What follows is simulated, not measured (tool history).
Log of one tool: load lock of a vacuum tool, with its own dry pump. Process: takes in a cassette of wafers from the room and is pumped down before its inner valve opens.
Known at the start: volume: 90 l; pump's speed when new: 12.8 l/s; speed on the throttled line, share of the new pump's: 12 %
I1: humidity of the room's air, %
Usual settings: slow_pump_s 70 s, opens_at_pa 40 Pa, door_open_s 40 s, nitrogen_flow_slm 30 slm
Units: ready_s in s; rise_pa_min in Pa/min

Run 1, hour 0: usual settings; I1 48.7. Result: ready_s 124.5 s, rise_pa_min 0.027 Pa/min.
Run 2, hour 168.8: usual settings; I1 48. Result: ready_s 125 s, rise_pa_min 0.022 Pa/min.
Run 3, hour 244.6: usual settings; I1 45.6. Result: ready_s 125.2 s, rise_pa_min 0.027 Pa/min.
Run 4, hour 392.5: usual settings but slow_pump_s 117 s; I1 43.2. Result: ready_s 165.7 s, rise_pa_min 0.022 Pa/min.
Run 5, hour 495.9: usual settings but slow_pump_s 117 s; I1 43.7. Result: ready_s 165.4 s, rise_pa_min 0.025 Pa/min.
Run 6, hour 649.6: usual settings but door_open_s 75 s; I1 44. Result: ready_s 125.1 s, rise_pa_min 0.029 Pa/min.
Run 7, hour 791.8: usual settings; I1 45.1. Result: ready_s 125.2 s, rise_pa_min 0.028 Pa/min.
Run 8, hour 933.6: usual settings; I1 43.9. Result: ready_s 125.3 s, rise_pa_min 0.027 Pa/min.
Run 9, hour 1101.8: usual settings but nitrogen_flow_slm 11 slm; I1 44.9. Result: ready_s 125.7 s, rise_pa_min 0.032 Pa/min.
Run 10, hour 1219.3: usual settings but nitrogen_flow_slm 5 slm; I1 43.4. Result: ready_s 126 s, rise_pa_min 0.039 Pa/min.
Run 11, hour 1377.4: usual settings but nitrogen_flow_slm 5 slm; I1 46.4. Result: ready_s 125.9 s, rise_pa_min 0.032 Pa/min.
Run 12, hour 1527: usual settings but nitrogen_flow_slm 9 slm; I1 45.9. Result: ready_s 126.5 s, rise_pa_min 0.036 Pa/min.
Run 13, hour 1600.4: usual settings; I1 46.8. Result: ready_s 126.7 s, rise_pa_min 0.025 Pa/min.
Run 14, hour 1751.8: usual settings but nitrogen_flow_slm 35 slm; I1 44.7. Result: ready_s 126.5 s, rise_pa_min 0.026 Pa/min.
Run 15, hour 1874.3: usual settings but nitrogen_flow_slm 35 slm; I1 48.3. Result: ready_s 126.7 s, rise_pa_min 0.03 Pa/min.
Run 16, hour 2022.7: usual settings but slow_pump_s 57 s, door_open_s 119 s; I1 45.1. Result: ready_s 114.8 s, rise_pa_min 0.033 Pa/min.
Run 17, hour 2190.1: usual settings but slow_pump_s 57 s, door_open_s 119 s; I1 38.1. Result: ready_s 114.9 s, rise_pa_min 0.034 Pa/min.
Run 18, hour 2328.3: usual settings but slow_pump_s 120 s; I1 47. Result: ready_s 169.3 s, rise_pa_min 0.03 Pa/min.
At hour 2342.1: dry pump taken out, an overhauled one fitted.
Run 19, hour 2445.1: usual settings but slow_pump_s 120 s; I1 45.2. Result: ready_s 160.2 s, rise_pa_min 0.03 Pa/min.
Run 20, hour 2522.8: usual settings but slow_pump_s 120 s, opens_at_pa 39 Pa; I1 43.9. Result: ready_s 159.6 s, rise_pa_min 0.037 Pa/min.
Run 21, hour 2652.4: usual settings but slow_pump_s 48 s, door_open_s 123 s, nitrogen_flow_slm 14 slm; I1 44.4. Result: ready_s 97 s, rise_pa_min 0.043 Pa/min.
Run 22, hour 2818.3: usual settings but slow_pump_s 48 s, opens_at_pa 50 Pa, door_open_s 177 s, nitrogen_flow_slm 6 slm; I1 45.4. Result: ready_s 95.4 s, rise_pa_min 0.056 Pa/min.
Run 23, hour 2944.2: usual settings but slow_pump_s 39 s, door_open_s 231 s; I1 45. Result: ready_s 88.9 s, rise_pa_min 0.044 Pa/min.

Run 24 comes next. What will it give?
Run 24, hour 3039.2: usual settings but slow_pump_s 39 s, door_open_s 231 s; I1 40.6. Result: ready_s ?, rise_pa_min ?.

ready_s: 89.4 s
rise_pa_min: 0.042 Pa/min
Without the tool's hidden state the same run would have given ready_s 89.3 s, rise_pa_min 0.024 Pa/min.
